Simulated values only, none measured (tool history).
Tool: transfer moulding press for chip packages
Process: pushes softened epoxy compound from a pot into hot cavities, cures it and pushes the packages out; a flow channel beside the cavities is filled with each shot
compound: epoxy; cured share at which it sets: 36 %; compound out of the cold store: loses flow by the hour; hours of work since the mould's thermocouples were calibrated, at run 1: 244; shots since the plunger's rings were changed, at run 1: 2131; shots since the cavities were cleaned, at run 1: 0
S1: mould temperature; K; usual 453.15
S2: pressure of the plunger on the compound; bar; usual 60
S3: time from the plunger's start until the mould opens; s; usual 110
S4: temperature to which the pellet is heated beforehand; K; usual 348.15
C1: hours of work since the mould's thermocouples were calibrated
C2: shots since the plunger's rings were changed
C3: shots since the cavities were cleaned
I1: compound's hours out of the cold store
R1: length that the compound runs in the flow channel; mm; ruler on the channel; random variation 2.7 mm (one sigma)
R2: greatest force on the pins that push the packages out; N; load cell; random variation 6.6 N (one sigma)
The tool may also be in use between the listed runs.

run,hour,S1,S2,S3,S4,C1,C2,C3,I1,R1,R2
1,0,453.15,60,110,348.15,244,2131,0,29.9,693,260
2,15.2,453.15,60,110,348.15,252,2285,154,17.4,720,313
3,28.4,453.15,60,110,348.15,260,2420,289,43.4,656,326
4,54.2,453.15,60,110,348.15,274,2682,551,44.7,647,361
5,66.9,453.15,60,110,348.15,281,2810,679,21.2,709,379
# hour 79.1: cavities cleaned with cleaning compound and waxed
6,92.8,453.15,60,110,357.15,294,3059,139,22.1,704,293
7,110.4,453.15,60,110,357.15,304,3237,317,10,739,332
8,128.2,453.15,60,110,357.15,314,3418,498,20.2,705,353
9,145.2,453.15,60,110,357.15,323,3591,671,15.3,717,392
# hour 153.5: mould's thermocouples calibrated
# hour 160.1: cavities cleaned with cleaning compound and waxed
10,172.8,453.15,60,110,357.15,10,3835,128,18.1,708,301
11,194.6,453.15,60,110,357.15,22,4057,350,46.6,631,336
12,216.8,459.15,60,110,348.15,34,4283,576,40.6,639,326
# hour 238.7: cavities cleaned with cleaning compound and waxed
13,244,459.15,60,110,348.15,48,4544,54,26,675,263
# hour 263: plunger's sealing rings changed
14,269.6,459.15,60,110,348.15,61,67,288,39.2,670,317
15,281.6,458.15,56.8,110,348.15,68,189,410,29.2,681,312
16,302.9,453.15,60,103,348.15,80,406,627,27.1,711,398
17,314.8,455.15,69.6,101,348.15,86,527,748,25.5,771,402
# hour 319.8: cavities cleaned with cleaning compound and waxed
18,337.3,455.15,69.6,117,346.15,98,740,178,12.1,811,292
19,361.2,453.15,64,110,345.15,111,983,421,23.6,742,354
20,377.5,460.15,65,111,344.15,120,1148,586,47.6,670,343
21,391.8,459.15,65.2,131,340.15,128,1294,732,40.2,690,348
# hour 399.2: cavities cleaned with cleaning compound and waxed
22,418.3,459.15,65.2,131,340.15,142,1548,195,36.3,699,281
23,442.1,448.15,65.2,131,341.15,155,1789,436,30.8,730,353
24,464.1,448.15,65.2,131,341.15,167,2012,659,12,784,389
# hour 477.8: cavities cleaned with cleaning compound and waxed
25,489,455.15,58,102,355.15,180,2251,114,25.5,685,289
26,502,456.15,50.3,99,352.15,187,2382,245,16.8,656,325
27,514.9,455.15,60,120,355.15,195,2514,377,16.2,722,323
28,531.6,455.15,60,120,355.15,204,2683,546,14,729,356

Forecast each of these 3 alternatives for the next run:
A,546.2,455.15,73.6,120,355.15,212,2831,694,12,?,?
B,546.2,455.15,50.6,120,342.15,212,2831,694,18.7,?,?
C,546.2,450.15,60,131,339.15,212,2831,694,36.9,?,?

run,R1,R2
A,812,358
B,655,369
C,670,373
Without the tool's hidden state the same runs would have given:
run,R1,R2
A,845,235
B,682,243
C,698,244
